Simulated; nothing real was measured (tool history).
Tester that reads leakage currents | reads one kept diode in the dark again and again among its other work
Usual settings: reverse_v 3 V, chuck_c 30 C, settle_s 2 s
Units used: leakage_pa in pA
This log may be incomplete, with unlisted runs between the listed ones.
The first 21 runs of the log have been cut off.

{"run": 22, "hour": 2728.0, "reverse_v": 1.31, "chuck_c": 30, "settle_s": 0.44, "leakage_pa": 33.02}
{"run": 23, "hour": 2814.4, "reverse_v": 2.3, "chuck_c": 22, "settle_s": 7.1, "leakage_pa": 21.64}
{"run": 24, "hour": 2898.6, "reverse_v": 2.3, "chuck_c": 22, "settle_s": 7.1, "leakage_pa": 21.8}
{"run": 25, "hour": 3003.3, "reverse_v": 1.38, "chuck_c": 30, "settle_s": 0.66, "leakage_pa": 33.33}
{"run": 26, "hour": 3196.6, "reverse_v": 1.54, "chuck_c": 26, "settle_s": 0.66, "leakage_pa": 24.89}
{"run": 27, "hour": 3342.0, "reverse_v": 1.54, "chuck_c": 32, "settle_s": 0.66, "leakage_pa": 41.01}
{"run": 28, "hour": 3456.2, "reverse_v": 3, "chuck_c": 24, "settle_s": 1.21, "leakage_pa": 29.77}
{"hour": 3476.0, "done": "chuck's temperature calibrated"}
{"run": 29, "hour": 3553.3, "reverse_v": 2.16, "chuck_c": 34, "settle_s": 0.31, "leakage_pa": 65.18}
{"hour": 3746.6, "done": "tester calibrated"}
{"run": 30, "hour": 3746.6, "reverse_v": 2.16, "chuck_c": 34, "settle_s": 0.31, "leakage_pa": 66.24}
{"run": 31, "hour": 3858.6, "reverse_v": 11.86, "chuck_c": 30, "settle_s": 2.15, "leakage_pa": 114.55}
{"run": 32, "hour": 3963.1, "reverse_v": 10.66, "chuck_c": 52, "settle_s": 3.03, "leakage_pa": 592.07}
{"hour": 4061.8, "done": "probe card cleaned and baked"}
{"run": 33, "hour": 4061.8, "reverse_v": 15.89, "chuck_c": 52, "settle_s": 3.03, "leakage_pa": 690.01}
{"run": 34, "hour": 4228.0, "reverse_v": 15.89, "chuck_c": 52, "settle_s": 3.03, "leakage_pa": 683.59}
{"run": 35, "hour": 4411.1, "reverse_v": 15.89, "chuck_c": 22, "settle_s": 4.61, "leakage_pa": 53.84}
{"run": 36, "hour": 4532.9, "reverse_v": 15.89, "chuck_c": 22, "settle_s": 4.61, "leakage_pa": 54.06}
{"run": 37, "hour": 4641.5, "reverse_v": 6.73, "chuck_c": 44, "settle_s": 5.22, "leakage_pa": 237.46}
{"run": 38, "hour": 4734.3, "reverse_v": 4.27, "chuck_c": 47, "settle_s": 2, "leakage_pa": 243.12}
{"run": 39, "hour": 4820.8, "reverse_v": 4.27, "chuck_c": 47, "settle_s": 2, "leakage_pa": 242.6}

Branching from run 39: 3 alternative next runs. What would each branch give?
{"run": "A", "hour": 4927.1, "reverse_v": 1.62, "chuck_c": 59, "settle_s": 0.92, "leakage_pa": "?"}
{"run": "B", "hour": 4927.1, "reverse_v": 3, "chuck_c": 37, "settle_s": 2, "leakage_pa": "?"}
{"run": "C", "hour": 4927.1, "reverse_v": 7.83, "chuck_c": 25, "settle_s": 0.5, "leakage_pa": "?"}

run=A leakage_pa=390.63
run=B leakage_pa=89.18
run=C leakage_pa=51.56
Had the tool no hidden state, the same runs would have come out as:
run=A leakage_pa=418.69
run=B leakage_pa=95.37
run=C leakage_pa=52.69
